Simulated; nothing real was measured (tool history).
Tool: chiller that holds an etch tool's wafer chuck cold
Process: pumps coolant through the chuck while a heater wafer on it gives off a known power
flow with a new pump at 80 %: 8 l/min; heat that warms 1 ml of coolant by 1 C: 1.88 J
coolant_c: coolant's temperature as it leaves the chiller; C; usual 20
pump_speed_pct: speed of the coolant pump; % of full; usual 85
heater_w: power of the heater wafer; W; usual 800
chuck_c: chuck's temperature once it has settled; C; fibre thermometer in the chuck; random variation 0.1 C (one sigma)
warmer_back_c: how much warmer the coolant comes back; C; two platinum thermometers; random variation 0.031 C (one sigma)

run,hour,coolant_c,pump_speed_pct,heater_w,chuck_c,warmer_back_c
1,0,20,85,800,26.9,3.31
2,72.4,10,85,800,16.8,3.37
3,120.5,10,85,800,16.8,3.32
4,171.7,10,85,800,16.7,3.3
5,274.4,10,85,800,17.1,3.32
6,321.1,20,85,800,26.8,3.38
7,375,20,85,800,26.8,3.3
8,481.1,20,85,800,26.9,3.36
9,552.9,20,85,800,26.9,3.34
10,642.4,20,85,800,27.1,3.34
11,699.9,20,78,800,27.4,3.65
12,772,20,78,989,29.2,4.52
13,863.9,20,78,989,29.3,4.54
14,921.5,20,85,800,26.8,3.33
15,1000.7,20,87,800,27,3.3
16,1047.5,23,85,875,30.8,3.71
17,1123.4,19,85,1176,29.7,5
18,1194,21,63,557,26.7,3.24
19,1253.8,18,99,410,21.1,1.46
20,1352.5,15,94,800,21.6,3.07
21,1396.2,13,94,800,19.6,3.05
# hour 1426.4: chiller's thermometer calibrated
22,1478.7,14,72,645,20.7,3.25
23,1585.2,21,85,1007,30.7,4.32
24,1662.9,21,60,1007,33,6.2
25,1733.7,13,85,800,20.8,3.44
26,1825.8,13,85,800,20.9,3.46
27,1890.3,13,92,800,20.4,3.2
28,1993.4,26,89,1060,36,4.35
29,2085.6,20,65,571,26.6,3.27

Measured less the same run without the tool's hidden state. The same run-to-run variation is in both; the gauge's scatter may not be:
The hidden state here: heat passed by the chuck's channels, % of clean ones'; flow at a given pump speed, % of a new pump's; coolant's true temperature over the reading, C; drift of the gauge itself on chuck_c, C; drift of the gauge itself on warmer_back_c, C.
run,chuck_c,warmer_back_c
1,+0.2,+0.3
2,+0.3,+0.3
3,+0.2,+0.3
4,+0.2,+0.3
5,+0.3,+0.31
6,+0.3,+0.32
7,+0.3,+0.32
8,+0.3,+0.33
9,+0.3,+0.33
10,+0.3,+0.35
11,+0.4,+0.38
12,+0.6,+0.48
13,+0.7,+0.48
14,+0.3,+0.36
15,+0.4,+0.37
16,+0.5,+0.4
17,+0.8,+0.56
18,+0.2,+0.37
19,-0.1,+0.17
20,+0.4,+0.36
21,+0.4,+0.36
22,+0.9,+0.39
23,+1.4,+0.52
24,+1.7,+0.75
25,+1.1,+0.42
26,+1.1,+0.44
27,+1.1,+0.4
28,+1.5,+0.56
29,+0.9,+0.43
